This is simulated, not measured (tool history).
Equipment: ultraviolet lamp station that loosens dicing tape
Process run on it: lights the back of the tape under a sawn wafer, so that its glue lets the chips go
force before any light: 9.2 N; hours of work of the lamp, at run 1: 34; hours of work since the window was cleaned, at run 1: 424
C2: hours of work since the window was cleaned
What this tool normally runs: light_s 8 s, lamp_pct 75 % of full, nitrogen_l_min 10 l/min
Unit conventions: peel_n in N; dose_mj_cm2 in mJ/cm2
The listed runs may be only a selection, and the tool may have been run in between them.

{"run": 1, "day": 0.0, "light_s": 8, "lamp_pct": 75, "nitrogen_l_min": 10, "hours of work of the lamp": 34, "C2": 424, "peel_n": 0.239, "dose_mj_cm2": 384}
{"run": 2, "day": 0.546, "light_s": 8, "lamp_pct": 75, "nitrogen_l_min": 10, "hours of work of the lamp": 44, "C2": 433, "peel_n": 0.245, "dose_mj_cm2": 384}
{"run": 3, "day": 1.142, "light_s": 8, "lamp_pct": 87, "nitrogen_l_min": 10, "hours of work of the lamp": 53, "C2": 443, "peel_n": 0.166, "dose_mj_cm2": 446}
{"run": 4, "day": 1.533, "light_s": 8, "lamp_pct": 75, "nitrogen_l_min": 10, "hours of work of the lamp": 60, "C2": 449, "peel_n": 0.252, "dose_mj_cm2": 377}
{"run": 5, "day": 2.096, "light_s": 8, "lamp_pct": 75, "nitrogen_l_min": 10, "hours of work of the lamp": 69, "C2": 459, "peel_n": 0.267, "dose_mj_cm2": 379}
{"run": 6, "day": 2.442, "light_s": 8, "lamp_pct": 75, "nitrogen_l_min": 10, "hours of work of the lamp": 75, "C2": 464, "peel_n": 0.247, "dose_mj_cm2": 373}
{"run": 7, "day": 3.029, "light_s": 8, "lamp_pct": 75, "nitrogen_l_min": 10, "hours of work of the lamp": 85, "C2": 474, "peel_n": 0.253, "dose_mj_cm2": 381}
{"run": 8, "day": 3.446, "light_s": 8, "lamp_pct": 75, "nitrogen_l_min": 10, "hours of work of the lamp": 92, "C2": 481, "peel_n": 0.25, "dose_mj_cm2": 374}
{"run": 9, "day": 3.858, "light_s": 8, "lamp_pct": 98, "nitrogen_l_min": 10, "hours of work of the lamp": 99, "C2": 488, "peel_n": 0.131, "dose_mj_cm2": 490}
{"run": 10, "day": 4.221, "light_s": 5, "lamp_pct": 75, "nitrogen_l_min": 10, "hours of work of the lamp": 105, "C2": 494, "peel_n": 0.907, "dose_mj_cm2": 235}
{"run": 11, "day": 4.575, "light_s": 5, "lamp_pct": 75, "nitrogen_l_min": 10, "hours of work of the lamp": 111, "C2": 500, "peel_n": 0.883, "dose_mj_cm2": 232}
{"run": 12, "day": 4.942, "light_s": 8, "lamp_pct": 75, "nitrogen_l_min": 10, "hours of work of the lamp": 117, "C2": 506, "peel_n": 0.26, "dose_mj_cm2": 372}
{"run": 13, "day": 5.408, "light_s": 4, "lamp_pct": 75, "nitrogen_l_min": 16, "hours of work of the lamp": 125, "C2": 514, "peel_n": 1, "dose_mj_cm2": 182}
{"run": 14, "day": 5.971, "light_s": 4, "lamp_pct": 63, "nitrogen_l_min": 16, "hours of work of the lamp": 134, "C2": 523, "peel_n": 1.457, "dose_mj_cm2": 156}
{"run": 15, "day": 6.354, "light_s": 4, "lamp_pct": 63, "nitrogen_l_min": 16, "hours of work of the lamp": 141, "C2": 530, "peel_n": 1.446, "dose_mj_cm2": 157}
{"run": 16, "day": 6.646, "light_s": 15, "lamp_pct": 69, "nitrogen_l_min": 5, "hours of work of the lamp": 145, "C2": 535, "peel_n": 0.141, "dose_mj_cm2": 636}
{"run": 17, "day": 7.079, "light_s": 15, "lamp_pct": 69, "nitrogen_l_min": 5, "hours of work of the lamp": 153, "C2": 542, "peel_n": 0.134, "dose_mj_cm2": 630}
{"run": 18, "day": 7.546, "light_s": 15, "lamp_pct": 69, "nitrogen_l_min": 5, "hours of work of the lamp": 160, "C2": 550, "peel_n": 0.158, "dose_mj_cm2": 634}
{"run": 19, "day": 8.133, "light_s": 8, "lamp_pct": 96, "nitrogen_l_min": 7, "hours of work of the lamp": 170, "C2": 560, "peel_n": 0.209, "dose_mj_cm2": 471}
{"run": 20, "day": 8.667, "light_s": 8, "lamp_pct": 81, "nitrogen_l_min": 10, "hours of work of the lamp": 179, "C2": 568, "peel_n": 0.235, "dose_mj_cm2": 390}
{"run": 21, "day": 8.983, "light_s": 8, "lamp_pct": 81, "nitrogen_l_min": 8, "hours of work of the lamp": 184, "C2": 574, "peel_n": 0.298, "dose_mj_cm2": 395}
{"run": 22, "day": 9.575, "light_s": 8, "lamp_pct": 81, "nitrogen_l_min": 8, "hours of work of the lamp": 194, "C2": 584, "peel_n": 0.298, "dose_mj_cm2": 388}
{"day": 9.958, "done": "window cleaned of glue's vapour"}
{"run": 23, "day": 9.971, "light_s": 8, "lamp_pct": 81, "nitrogen_l_min": 8, "hours of work of the lamp": 201, "C2": 0, "peel_n": 0.227, "dose_mj_cm2": 428}
{"run": 24, "day": 10.412, "light_s": 9, "lamp_pct": 78, "nitrogen_l_min": 8, "hours of work of the lamp": 208, "C2": 8, "peel_n": 0.18, "dose_mj_cm2": 469}

What differs in the tool's unlogged condition from the final listed run ahead of each entry between runs to the first listed run following it?
In the gap between runs 22 and 23: window cleaned of glue's vapour (day 9.958)
  lamp's light, % of a new lamp's: 96.1 -> 95.9; light that the window lets through, % of a clean one's: 90 -> 99.5
  difference, measured minus the result without the unlogged condition, peel_n: +0.099 -> +0.028 N; dose_mj_cm2: -61 -> -20 mJ/cm2
